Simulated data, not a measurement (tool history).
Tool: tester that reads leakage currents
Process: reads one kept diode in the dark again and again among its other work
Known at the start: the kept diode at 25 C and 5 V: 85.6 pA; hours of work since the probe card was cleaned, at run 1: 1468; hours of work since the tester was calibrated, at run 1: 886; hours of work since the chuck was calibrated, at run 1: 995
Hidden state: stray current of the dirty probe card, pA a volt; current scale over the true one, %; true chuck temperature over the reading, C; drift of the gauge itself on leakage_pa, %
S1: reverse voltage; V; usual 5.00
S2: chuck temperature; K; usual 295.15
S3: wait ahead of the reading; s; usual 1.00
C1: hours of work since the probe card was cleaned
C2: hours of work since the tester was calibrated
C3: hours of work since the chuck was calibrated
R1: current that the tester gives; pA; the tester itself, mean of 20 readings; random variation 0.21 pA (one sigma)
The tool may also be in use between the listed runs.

run	hour	S1	S2	S3	C1	C2	C3	R1
1	0.0	5.00	295.15	1.00	1468	886	995	79.14
2	65.5	14.64	295.15	1.00	1515	933	1042	138.67
3	113.4	14.64	295.15	1.00	1549	967	1076	139.17
4	163.1	14.64	295.15	1.00	1584	1002	1111	140.17
5	219.8	14.64	295.15	1.00	1624	1042	1151	141.40
6	302.1	14.64	296.15	1.00	1683	1101	1210	152.95
# hour 333.2: probe card cleaned and baked
7	360.7	14.64	296.15	1.00	20	1141	1249	133.86
8	418.0	14.64	296.15	1.00	60	1181	1290	134.00
9	488.2	2.35	295.15	1.00	110	1231	1340	53.87
10	540.2	2.69	295.15	1.00	147	1268	1377	57.21
11	624.8	2.69	295.15	1.00	207	1328	1437	57.49
12	701.8	2.69	295.15	1.00	262	1383	1492	58.22
13	760.4	2.69	295.15	1.00	304	1425	1534	58.32
14	825.5	5.00	295.15	1.00	350	1471	1580	78.35
15	921.2	5.00	295.15	1.00	418	1539	1648	79.47
16	1016.2	5.00	295.15	1.00	486	1607	1716	80.34
17	1068.1	5.00	314.15	1.00	523	1644	1753	343.84
18	1131.5	5.00	314.15	1.00	568	1689	1798	343.70
19	1193.6	5.00	314.15	1.00	612	1733	1842	344.33
# hour 1203.4: tester calibrated
20	1268.9	3.96	305.15	1.00	664	47	1894	159.39
21	1345.3	5.00	294.15	0.39	718	101	1948	76.76
22	1430.6	2.09	299.15	1.00	779	162	2009	75.70
23	1502.8	1.29	295.15	1.00	830	213	2060	44.23
# hour 1564.3: chuck's temperature calibrated
24	1565.6	1.31	295.15	0.77	874	256	1	37.34
25	1618.5	5.00	313.15	3.95	911	294	39	282.41
26	1708.7	5.00	313.15	3.95	975	358	103	284.26
27	1800.7	4.55	313.15	0.37	1041	423	168	274.79
28	1868.3	4.55	313.15	0.37	1089	471	216	275.49
# hour 1886.1: tester calibrated, once more
29	1921.4	4.55	313.15	0.37	1125	25	253	278.10
30	1980.2	3.42	313.15	0.37	1167	67	294	245.24
31	2033.2	1.65	325.15	4.04	1205	105	332	409.89
32	2142.1	6.42	297.15	4.04	1282	182	410	99.24
33	2251.2	6.42	297.15	4.04	1360	260	487	100.15
34	2301.4	2.77	298.15	1.07	1395	295	523	72.81
35	2407.7	2.16	297.15	0.54	1471	371	598	60.25
36	2511.7	1.54	297.15	0.90	1545	445	672	51.55
37	2587.2	8.72	332.15	1.66	1599	499	726	1448.79
38	2653.4	8.72	332.15	1.66	1646	546	773	1443.73

4 ways to go on from here, each from the tool as it stands after run 38. What would each give?
A	2723.2	3.21	306.15	9.86	1695	595	823	?
B	2723.2	8.72	300.15	0.40	1695	595	823	?
C	2723.2	8.72	332.15	3.97	1695	595	823	?
D	2723.2	13.74	298.15	0.49	1695	595	823	?

run	R1
A	147.36
B	154.81
C	1450.48
D	168.48
Without the tool's hidden state the same runs would have given:
run	R1
A	132.22
B	132.11
C	1345.46
D	138.54

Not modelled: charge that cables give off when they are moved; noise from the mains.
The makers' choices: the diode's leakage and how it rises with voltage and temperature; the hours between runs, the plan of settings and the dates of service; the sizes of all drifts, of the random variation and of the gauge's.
